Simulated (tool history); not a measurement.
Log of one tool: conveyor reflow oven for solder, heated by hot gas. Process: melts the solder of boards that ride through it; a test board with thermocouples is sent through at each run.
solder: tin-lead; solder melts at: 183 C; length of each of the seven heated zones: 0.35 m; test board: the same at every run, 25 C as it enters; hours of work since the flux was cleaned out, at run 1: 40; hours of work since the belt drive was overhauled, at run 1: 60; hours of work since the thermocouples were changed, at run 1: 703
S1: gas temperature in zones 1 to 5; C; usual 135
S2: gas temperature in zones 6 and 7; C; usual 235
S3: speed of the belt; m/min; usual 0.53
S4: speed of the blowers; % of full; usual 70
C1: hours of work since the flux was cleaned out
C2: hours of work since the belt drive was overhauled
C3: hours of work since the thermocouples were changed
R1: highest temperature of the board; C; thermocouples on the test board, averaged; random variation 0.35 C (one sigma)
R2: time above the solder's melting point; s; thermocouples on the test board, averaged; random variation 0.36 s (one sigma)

{"run": 1, "hour": 0.0, "S1": 135, "S2": 235, "S3": 0.53, "S4": 70, "C1": 40, "C2": 60, "C3": 703, "R1": 216.6, "R2": 57.5}
{"run": 2, "hour": 13.5, "S1": 135, "S2": 235, "S3": 0.53, "S4": 87, "C1": 47, "C2": 68, "C3": 711, "R1": 219.8, "R2": 60.7}
{"run": 3, "hour": 38.1, "S1": 135, "S2": 235, "S3": 0.63, "S4": 70, "C1": 61, "C2": 81, "C3": 724, "R1": 210.3, "R2": 42.4}
{"run": 4, "hour": 55.0, "S1": 135, "S2": 235, "S3": 0.53, "S4": 70, "C1": 70, "C2": 90, "C3": 734, "R1": 216.5, "R2": 57.5}
{"run": 5, "hour": 77.1, "S1": 135, "S2": 235, "S3": 0.623, "S4": 70, "C1": 82, "C2": 102, "C3": 746, "R1": 210.9, "R2": 43.7}
{"run": 6, "hour": 100.1, "S1": 135, "S2": 235, "S3": 0.623, "S4": 70, "C1": 95, "C2": 115, "C3": 758, "R1": 211.2, "R2": 42.7}
{"run": 7, "hour": 112.1, "S1": 135, "S2": 235, "S3": 0.623, "S4": 70, "C1": 101, "C2": 122, "C3": 765, "R1": 210.9, "R2": 43.7}
{"run": 8, "hour": 128.1, "S1": 139, "S2": 235, "S3": 0.53, "S4": 70, "C1": 110, "C2": 130, "C3": 774, "R1": 217.2, "R2": 59.4}
{"run": 9, "hour": 145.2, "S1": 139, "S2": 235, "S3": 0.53, "S4": 70, "C1": 120, "C2": 140, "C3": 783, "R1": 216.5, "R2": 59.1}
{"run": 10, "hour": 168.7, "S1": 139, "S2": 235, "S3": 0.53, "S4": 70, "C1": 133, "C2": 153, "C3": 796, "R1": 216.9, "R2": 59.3}
{"run": 11, "hour": 187.9, "S1": 139, "S2": 235, "S3": 0.53, "S4": 70, "C1": 143, "C2": 163, "C3": 807, "R1": 216.9, "R2": 59.7}
{"run": 12, "hour": 205.9, "S1": 139, "S2": 235, "S3": 0.53, "S4": 70, "C1": 153, "C2": 173, "C3": 816, "R1": 216.8, "R2": 59.3}
{"run": 13, "hour": 224.1, "S1": 135, "S2": 235, "S3": 0.53, "S4": 51, "C1": 163, "C2": 183, "C3": 826, "R1": 210.4, "R2": 51.7}
{"run": 14, "hour": 235.1, "S1": 135, "S2": 235, "S3": 0.53, "S4": 51, "C1": 169, "C2": 189, "C3": 833, "R1": 211.1, "R2": 51.7}
{"run": 15, "hour": 259.5, "S1": 135, "S2": 235, "S3": 0.53, "S4": 51, "C1": 182, "C2": 203, "C3": 846, "R1": 210.5, "R2": 51.1}
{"run": 16, "hour": 274.4, "S1": 124, "S2": 235, "S3": 0.627, "S4": 70, "C1": 191, "C2": 211, "C3": 854, "R1": 206.5, "R2": 37.3}
{"run": 17, "hour": 285.1, "S1": 143, "S2": 235, "S3": 0.53, "S4": 56, "C1": 197, "C2": 217, "C3": 860, "R1": 213.1, "R2": 57.8}
{"run": 18, "hour": 308.5, "S1": 143, "S2": 235, "S3": 0.53, "S4": 56, "C1": 209, "C2": 230, "C3": 873, "R1": 213.4, "R2": 58.1}
{"run": 19, "hour": 329.4, "S1": 138, "S2": 247, "S3": 0.501, "S4": 70, "C1": 221, "C2": 241, "C3": 884, "R1": 228.2, "R2": 71.3}
{"run": 20, "hour": 340.1, "S1": 130, "S2": 231, "S3": 0.629, "S4": 56, "C1": 227, "C2": 247, "C3": 890, "R1": 200.8, "R2": 30.6}
{"run": 21, "hour": 356.5, "S1": 130, "S2": 231, "S3": 0.629, "S4": 56, "C1": 236, "C2": 256, "C3": 899, "R1": 200.4, "R2": 30.3}
{"run": 22, "hour": 373.1, "S1": 130, "S2": 231, "S3": 0.629, "S4": 56, "C1": 245, "C2": 265, "C3": 908, "R1": 200.7, "R2": 30.6}
{"run": 23, "hour": 384.0, "S1": 130, "S2": 231, "S3": 0.629, "S4": 56, "C1": 251, "C2": 271, "C3": 914, "R1": 200.5, "R2": 30.1}
{"run": 24, "hour": 401.5, "S1": 130, "S2": 231, "S3": 0.629, "S4": 56, "C1": 260, "C2": 281, "C3": 924, "R1": 200.8, "R2": 30.2}
{"run": 25, "hour": 421.9, "S1": 131, "S2": 230, "S3": 0.527, "S4": 58, "C1": 272, "C2": 292, "C3": 935, "R1": 207.6, "R2": 47.4}

Forecast each of these 3 alternatives for the next run:
{"run": "A", "hour": 443.0, "S1": 135, "S2": 244, "S3": 0.424, "S4": 53, "C1": 283, "C2": 303, "C3": 947, "R1": "?", "R2": "?"}
{"run": "B", "hour": 443.0, "S1": 135, "S2": 223, "S3": 0.53, "S4": 70, "C1": 283, "C2": 303, "C3": 947, "R1": "?", "R2": "?"}
{"run": "C", "hour": 443.0, "S1": 123, "S2": 230, "S3": 0.527, "S4": 58, "C1": 283, "C2": 303, "C3": 947, "R1": "?", "R2": "?"}

run=A R1=226.4 R2=82
run=B R1=205.3 R2=46.8
run=C R1=205.9 R2=42.9
Without the tool's hidden state the same runs would have given:
run=A R1=228.6 R2=83
run=B R1=207.6 R2=49.5
run=C R1=208.3 R2=45.6
